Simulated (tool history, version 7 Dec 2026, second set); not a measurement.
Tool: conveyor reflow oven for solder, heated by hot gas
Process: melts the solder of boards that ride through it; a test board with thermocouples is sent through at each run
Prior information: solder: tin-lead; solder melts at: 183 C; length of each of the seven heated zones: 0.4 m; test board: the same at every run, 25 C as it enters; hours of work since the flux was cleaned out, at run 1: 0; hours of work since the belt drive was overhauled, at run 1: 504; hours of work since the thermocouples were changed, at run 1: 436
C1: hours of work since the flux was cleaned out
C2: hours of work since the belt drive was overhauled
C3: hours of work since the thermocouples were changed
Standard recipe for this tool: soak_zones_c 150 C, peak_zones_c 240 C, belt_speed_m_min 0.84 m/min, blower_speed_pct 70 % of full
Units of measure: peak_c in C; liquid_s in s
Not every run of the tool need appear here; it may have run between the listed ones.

run 1 hour=0 | soak_zones_c=150 peak_zones_c=240 belt_speed_m_min=0.84 blower_speed_pct=70 | C1=0 C2=504 C3=436 | peak_c=222.9 liquid_s=48.3
run 2 hour=65.8 | soak_zones_c=150 peak_zones_c=240 belt_speed_m_min=0.84 blower_speed_pct=70 | C1=45 C2=549 C3=480 | peak_c=223.9 liquid_s=48.9
run 3 hour=139.3 | soak_zones_c=146 peak_zones_c=240 belt_speed_m_min=0.84 blower_speed_pct=70 | C1=94 C2=598 C3=530 | peak_c=222.1 liquid_s=46.7
run 4 hour=174.1 | soak_zones_c=146 peak_zones_c=240 belt_speed_m_min=0.736 blower_speed_pct=70 | C1=118 C2=622 C3=554 | peak_c=226.5 liquid_s=57
run 5 hour=242.3 | soak_zones_c=150 peak_zones_c=240 belt_speed_m_min=0.84 blower_speed_pct=70 | C1=164 C2=668 C3=600 | peak_c=223.2 liquid_s=48.9
run 6 hour=307.8 | soak_zones_c=150 peak_zones_c=244 belt_speed_m_min=0.84 blower_speed_pct=70 | C1=208 C2=713 C3=644 | peak_c=226.3 liquid_s=50.3
-- hour=324.5 flux residue cleaned out of gas plates and filters
run 7 hour=355.2 | soak_zones_c=150 peak_zones_c=244 belt_speed_m_min=0.904 blower_speed_pct=70 | C1=21 C2=741 C3=673 | peak_c=224.1 liquid_s=46.4
run 8 hour=423.4 | soak_zones_c=150 peak_zones_c=240 belt_speed_m_min=0.772 blower_speed_pct=70 | C1=67 C2=787 C3=719 | peak_c=225.9 liquid_s=55.3
run 9 hour=473.5 | soak_zones_c=150 peak_zones_c=240 belt_speed_m_min=0.772 blower_speed_pct=70 | C1=101 C2=821 C3=753 | peak_c=225.6 liquid_s=53.9
run 10 hour=546.3 | soak_zones_c=150 peak_zones_c=240 belt_speed_m_min=0.769 blower_speed_pct=70 | C1=150 C2=871 C3=802 | peak_c=224.9 liquid_s=55.8
run 11 hour=619.3 | soak_zones_c=150 peak_zones_c=240 belt_speed_m_min=0.769 blower_speed_pct=70 | C1=200 C2=920 C3=852 | peak_c=225.5 liquid_s=55
-- hour=646.6 flux residue cleaned out of gas plates and filters
run 12 hour=673.1 | soak_zones_c=150 peak_zones_c=240 belt_speed_m_min=0.769 blower_speed_pct=70 | C1=18 C2=953 C3=885 | peak_c=225.6 liquid_s=54.8
run 13 hour=729.9 | soak_zones_c=150 peak_zones_c=240 belt_speed_m_min=0.769 blower_speed_pct=70 | C1=56 C2=992 C3=923 | peak_c=225.3 liquid_s=55.1
run 14 hour=803.7 | soak_zones_c=150 peak_zones_c=240 belt_speed_m_min=0.769 blower_speed_pct=70 | C1=106 C2=1042 C3=973 | peak_c=225.9 liquid_s=55.5
run 15 hour=851.4 | soak_zones_c=150 peak_zones_c=240 belt_speed_m_min=0.769 blower_speed_pct=70 | C1=139 C2=1074 C3=1006 | peak_c=225.7 liquid_s=55.2
run 16 hour=906.2 | soak_zones_c=143 peak_zones_c=247 belt_speed_m_min=0.84 blower_speed_pct=70 | C1=176 C2=1111 C3=1043 | peak_c=228.1 liquid_s=49.2
-- hour=920 belt drive overhauled, speed set with a stopwatch
run 17 hour=960.6 | soak_zones_c=143 peak_zones_c=247 belt_speed_m_min=0.84 blower_speed_pct=70 | C1=210 C2=28 C3=1077 | peak_c=227.5 liquid_s=49.4
-- hour=971 flux residue cleaned out of gas plates and filters
run 18 hour=1005.2 | soak_zones_c=148 peak_zones_c=240 belt_speed_m_min=0.872 blower_speed_pct=82 | C1=23 C2=54 C3=1104 | peak_c=224.3 liquid_s=47
run 19 hour=1049 | soak_zones_c=155 peak_zones_c=241 belt_speed_m_min=0.74 blower_speed_pct=62 | C1=53 C2=84 C3=1133 | peak_c=227 liquid_s=59.1
-- hour=1093.4 thermocouples of zones 6 and 7 changed
run 20 hour=1125.7 | soak_zones_c=158 peak_zones_c=241 belt_speed_m_min=0.74 blower_speed_pct=62 | C1=103 C2=135 C3=22 | peak_c=227.3 liquid_s=60.1
run 21 hour=1166.7 | soak_zones_c=150 peak_zones_c=240 belt_speed_m_min=0.931 blower_speed_pct=70 | C1=131 C2=162 C3=50 | peak_c=220 liquid_s=41.7
run 22 hour=1200 | soak_zones_c=150 peak_zones_c=233 belt_speed_m_min=0.977 blower_speed_pct=70 | C1=154 C2=185 C3=72 | peak_c=212.4 liquid_s=36.2
run 23 hour=1274 | soak_zones_c=136 peak_zones_c=250 belt_speed_m_min=0.84 blower_speed_pct=70 | C1=204 C2=235 C3=122 | peak_c=228.9 liquid_s=47.8
-- hour=1295.2 flux residue cleaned out of gas plates and filters
run 24 hour=1333.1 | soak_zones_c=155 peak_zones_c=250 belt_speed_m_min=0.673 blower_speed_pct=70 | C1=26 C2=272 C3=159 | peak_c=238.1 liquid_s=69.7
run 25 hour=1379.3 | soak_zones_c=150 peak_zones_c=240 belt_speed_m_min=0.719 blower_speed_pct=70 | C1=57 C2=303 C3=190 | peak_c=226.4 liquid_s=59.5
run 26 hour=1450 | soak_zones_c=137 peak_zones_c=230 belt_speed_m_min=0.719 blower_speed_pct=70 | C1=105 C2=351 C3=238 | peak_c=216.8 liquid_s=49.4
run 27 hour=1521.4 | soak_zones_c=145 peak_zones_c=239 belt_speed_m_min=1.007 blower_speed_pct=72 | C1=153 C2=399 C3=287 | peak_c=215.4 liquid_s=34.6
run 28 hour=1569.6 | soak_zones_c=150 peak_zones_c=240 belt_speed_m_min=0.84 blower_speed_pct=80 | C1=186 C2=432 C3=319 | peak_c=224.3 liquid_s=49.8
-- hour=1617.3 flux residue cleaned out of gas plates and filters
run 29 hour=1642.8 | soak_zones_c=150 peak_zones_c=240 belt_speed_m_min=0.84 blower_speed_pct=80 | C1=17 C2=478 C3=365 | peak_c=224.8 liquid_s=49.3
run 30 hour=1685.7 | soak_zones_c=147 peak_zones_c=255 belt_speed_m_min=0.839 blower_speed_pct=69 | C1=46 C2=507 C3=394 | peak_c=234.3 liquid_s=53.4

Alternative continuations, all from the tool just after run 30; predict every row:
run A hour=1752.7 | soak_zones_c=150 peak_zones_c=240 belt_speed_m_min=1.004 blower_speed_pct=70 | C1=92 C2=553 C3=440 | peak_c=? liquid_s=?
run B hour=1752.7 | soak_zones_c=163 peak_zones_c=240 belt_speed_m_min=0.702 blower_speed_pct=70 | C1=92 C2=553 C3=440 | peak_c=? liquid_s=?
run C hour=1752.7 | soak_zones_c=165 peak_zones_c=240 belt_speed_m_min=0.84 blower_speed_pct=83 | C1=92 C2=553 C3=440 | peak_c=? liquid_s=?

run=A peak_c=217.9 liquid_s=37.5
run=B peak_c=230.3 liquid_s=68.5
run=C peak_c=228.1 liquid_s=55.8
Without the tool's unlogged condition, the same runs would have read:
run=A peak_c=217.9 liquid_s=37.4
run=B peak_c=230.1 liquid_s=68.4
run=C peak_c=228 liquid_s=55.7
